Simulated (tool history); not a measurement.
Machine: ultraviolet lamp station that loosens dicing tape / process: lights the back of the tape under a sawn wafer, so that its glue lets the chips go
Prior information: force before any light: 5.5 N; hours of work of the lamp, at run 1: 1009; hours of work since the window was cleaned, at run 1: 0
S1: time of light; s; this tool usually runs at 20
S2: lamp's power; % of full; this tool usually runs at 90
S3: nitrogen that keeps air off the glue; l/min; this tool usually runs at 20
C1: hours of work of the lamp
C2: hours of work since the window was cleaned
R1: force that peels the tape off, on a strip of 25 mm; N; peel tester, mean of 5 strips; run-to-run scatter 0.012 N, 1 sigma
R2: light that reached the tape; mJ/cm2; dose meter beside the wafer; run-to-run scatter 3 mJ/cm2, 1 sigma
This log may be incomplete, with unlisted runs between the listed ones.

run,day,S1,S2,S3,C1,C2,R1,R2
1,0,20,90,20,1009,0,0.831,336
2,1.667,20,90,20,1036,27,0.822,328
3,3.467,20,90,20,1065,55,0.835,325
4,5.704,20,90,19,1100,91,0.896,323
5,7.729,20,90,10,1133,123,1.372,318
6,9.75,20,90,10,1165,156,1.41,304
7,11.288,20,90,10,1190,180,1.478,300
8,13,20,90,10,1217,208,1.504,300
9,15.133,12,90,20,1251,242,1.964,173
10,17.004,12,90,20,1281,272,1.952,171
11,19.258,12,90,20,1317,308,2.044,170
12,20.892,12,90,20,1343,334,2.048,168
13,22.317,12,90,20,1366,356,2.059,164
14,23.617,12,90,20,1386,377,2.086,162
15,24.608,12,90,20,1402,393,2.13,162
16,26.946,20,90,20,1440,430,1.213,259
17,28.125,20,90,20,1458,449,1.237,255
18,29.583,20,90,20,1482,473,1.285,251
19,30.875,20,90,20,1502,493,1.285,247
20,31.854,20,90,12,1518,509,1.648,246
21,32.95,26,90,20,1536,526,0.899,315
# day 33.254: lamp changed
22,34.329,26,90,20,17,548,0.457,468
23,35.788,26,90,20,40,571,0.473,463
24,37.125,26,90,20,62,592,0.472,460
# day 38.217: window cleaned of glue's vapour
25,38.75,26,79,30,87,9,0.354,487
26,40.554,15,69,31,116,37,1.09,239
27,42.108,18,90,20,141,62,0.678,377
28,44.279,25,90,10,176,97,0.644,504
29,45.467,33,79,10,195,116,0.535,577
30,46.988,11,83,20,219,140,1.713,203
31,48.896,18,83,11,249,171,1.285,323
32,50.154,18,83,11,270,191,1.31,323
33,52.317,10,67,6,304,225,3.282,141
34,53.588,10,67,6,324,246,3.313,138
35,55.4,10,67,6,353,274,3.238,138
36,57.308,20,66,19,384,305,1.236,263
37,58.783,20,66,19,407,329,1.202,262
38,59.875,37,70,30,425,346,0.319,509
39,61.688,22,94,20,454,375,0.641,395
40,63.096,29,94,11,476,397,0.605,521
41,64.979,11,90,31,506,427,1.535,189
42,66.729,24,90,10,534,455,0.968,400
43,68.95,20,73,11,570,491,1.613,264

Here are 3 independent what-if runs from the current tool condition. What would each one return?
A,70.188,24,83,16,590,511,?,?
B,70.188,32,84,11,590,511,?,?
C,70.188,20,62,11,590,511,?,?

run,R1,R2
A,0.895,354
B,0.697,480
C,1.952,220
What these runs would have given with no unlogged condition in the tool:
run,R1,R2
A,0.536,482
B,0.415,653
C,1.381,299

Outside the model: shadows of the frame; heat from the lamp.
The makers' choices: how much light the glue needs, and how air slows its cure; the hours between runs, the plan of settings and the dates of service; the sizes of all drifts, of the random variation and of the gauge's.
